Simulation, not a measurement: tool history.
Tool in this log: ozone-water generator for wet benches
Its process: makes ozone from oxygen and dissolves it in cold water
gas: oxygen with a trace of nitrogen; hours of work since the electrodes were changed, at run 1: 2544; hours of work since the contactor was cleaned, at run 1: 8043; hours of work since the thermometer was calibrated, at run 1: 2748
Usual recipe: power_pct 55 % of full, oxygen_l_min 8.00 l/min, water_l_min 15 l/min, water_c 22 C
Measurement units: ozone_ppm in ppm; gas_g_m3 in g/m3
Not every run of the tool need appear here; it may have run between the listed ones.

run    hour  power_pct  oxygen_l_min  water_l_min  water_c  hours of work since the electrodes were changed  hours of work since the contactor was cleaned  hours of work since the thermometer was calibrated  ozone_ppm  gas_g_m3
  1     0.0         55          8.00           15       22                                             2544                                           8043                                                2748       31.0     225.1
  2   190.9         55          8.00           20       22                                             2674                                           8173                                                2878       25.6     224.3
  3   324.1         55          8.00           20       22                                             2765                                           8264                                                2969       25.7     225.8
  4   480.8         55          8.00           20       20                                             2872                                           8371                                                3075       26.7     225.4
  5   605.2         55          8.00           20       23                                             2956                                           8456                                                3160       24.9     223.7
  6   746.5         55          4.23           20       23                                             3053                                           8552                                                3256       24.3     298.1
  7   843.0         55          7.66           15       22                                             3118                                           8618                                                3322       31.6     227.9
  8  1036.7         40          7.66           15       22                                             3250                                           8750                                                3454       25.4     186.3
  9  1198.2         40          7.66           15       22                                             3360                                           8860                                                3564       25.6     185.1
 10  1412.6         55          8.00           24       22                                             3506                                           9006                                                3710       21.9     223.3
     1545.8  -- contactor cleaned
 11  1591.8         55          8.00           24       22                                             3626                                             31                                                3830       23.5     223.3
 12  1788.3         55          8.00           24       22                                             3760                                            165                                                3963       23.7     223.1
 13  1901.1         55          8.00           21       18                                             3837                                            242                                                4040       28.1     222.8
 14  1994.9         55         10.81           15       28                                             3900                                            306                                                4104       27.2     193.8
 15  2170.6         48          8.00           15       20                                             4020                                            426                                                4224       31.4     205.0
 16  2284.8         72          8.40           15       22                                             4098                                            504                                                4302       38.7     255.5
 17  2383.6         72          8.40           15       22                                             4165                                            571                                                4369       38.3     255.7
 18  2530.9         72          8.40           15       22                                             4266                                            671                                                4469       38.4     255.9
 19  2697.1         55         12.42           15       22                                             4379                                            784                                                4583       30.1     181.9
 20  2889.3         54          4.40           10       22                                             4510                                            915                                                4714       43.0     285.3

Forecast run 21:
     2927.2  -- water thermometer calibrated
 21  3041.2         54          4.40           10       22                                             4613                                           1019                                                  78          ?         ?

Logged for run 21: ozone_ppm 42.5 ppm, gas_g_m3 287.4 g/m3.
With the hidden condition absent and the run-to-run variation left alone, this run would have shown ozone_ppm 44.9 ppm, gas_g_m3 301.8 g/m3.
